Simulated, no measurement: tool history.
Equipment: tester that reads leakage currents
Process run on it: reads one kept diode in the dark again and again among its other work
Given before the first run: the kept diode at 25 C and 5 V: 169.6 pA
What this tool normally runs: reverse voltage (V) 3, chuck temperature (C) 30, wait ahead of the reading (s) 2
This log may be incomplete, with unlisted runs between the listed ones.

run	hour	reverse voltage (V)	chuck temperature (C)	wait ahead of the reading (s)	current that the tester gives (pA)
1	0	3	30	2	225.02
2	44.6	2.2	30	2	188.32
3	82.2	3	23	2	119.1
4	105.6	3	23	2	120.05
5	141.6	3	23	2	120.26
6	171.8	5.93	21	0.51	151.84
7	203.3	5.93	21	0.51	151.36
8	257.3	3.78	30	1.67	259.08
9	292.2	3.78	30	1.67	260.57

Run 10 is up next; what results do you expect?
10	319.4	3	30	3.71	?

current that the tester gives (pA): 227.02
On a tool with no hidden condition, and with the same random variation, this run would have come out at current that the tester gives (pA) 203.91.
